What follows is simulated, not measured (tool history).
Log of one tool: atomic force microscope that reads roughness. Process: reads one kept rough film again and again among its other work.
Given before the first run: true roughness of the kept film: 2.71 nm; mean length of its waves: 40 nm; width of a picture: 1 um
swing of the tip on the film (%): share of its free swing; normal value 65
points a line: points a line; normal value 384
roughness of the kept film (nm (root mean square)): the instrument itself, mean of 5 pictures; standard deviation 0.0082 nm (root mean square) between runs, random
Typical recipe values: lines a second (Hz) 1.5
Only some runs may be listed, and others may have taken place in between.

run,day,lines a second (Hz),swing of the tip on the film (%),points a line,roughness of the kept film (nm (root mean square))
1,0,1.5,65,384,2.445
2,0.721,1.5,57,384,2.471
3,2.15,1.5,57,384,2.458
4,3.275,1.5,59,384,2.43
5,4.075,1.5,71,384,2.307
6,5.283,1.5,71,384,2.286
7,6.346,1.5,71,384,2.269
8,7.233,1.5,65,384,2.409
9,8.471,1.5,65,384,2.406
10,9.512,0.56,65,384,2.486
11,10.558,1.5,65,384,2.364
12,11.346,1.5,65,384,2.364
13,12.046,1.5,65,384,2.338
14,13.142,1.5,65,384,2.339
15,14.225,1.5,65,384,2.401
16,15.317,1.5,65,384,2.393
17,16.038,1.5,65,384,2.381
18,17.379,1.98,67,780,2.297
19,18.192,1.5,64,316,2.352
20,19.562,1.5,64,316,2.325
21,20.567,1.48,79,316,2.265
22,21.367,1.5,78,384,2.266
23,22.85,1.5,65,881,2.391
24,24.154,1.5,74,478,2.262
25,24.846,2.15,57,478,2.36
26,25.571,0.55,69,402,2.418
27,26.942,1.32,69,1006,2.418
28,28.167,2.63,79,291,2.07
29,29.45,2.63,79,291,2.05
30,30.533,2.63,79,291,2.028
31,31.717,1.56,73,696,2.272

Withheld: 4 entries from between the runs. Position of each, and hidden state at the listed run before versus the listed run after:
In the gap between runs 7 and 8: new tip fitted (day 6.504)
  radius of the tip, nm: 12.5 -> 5.7; height scale over the true one, %: -1.02 -> -1.04
  measured minus no-state result, roughness of the kept film (nm (root mean square)): -0.135 -> -0.037
In the gap between runs 14 and 15: new tip fitted (day 13.317)
  radius of the tip, nm: 11.8 -> 6.2; height scale over the true one, %: -1.17 -> -1.19
  measured minus no-state result, roughness of the kept film (nm (root mean square)): -0.131 -> -0.049
In the gap between runs 20 and 21: new tip fitted (day 20.092)
  radius of the tip, nm: 11.7 -> 5.9; height scale over the true one, %: -1.31 -> -1.33
  measured minus no-state result, roughness of the kept film (nm (root mean square)): -0.132 -> -0.044
In the gap between runs 26 and 27: new tip fitted (day 26.862)
  radius of the tip, nm: 11.1 -> 5.1; height scale over the true one, %: -1.44 -> -1.47
  measured minus no-state result, roughness of the kept film (nm (root mean square)): -0.133 -> -0.038
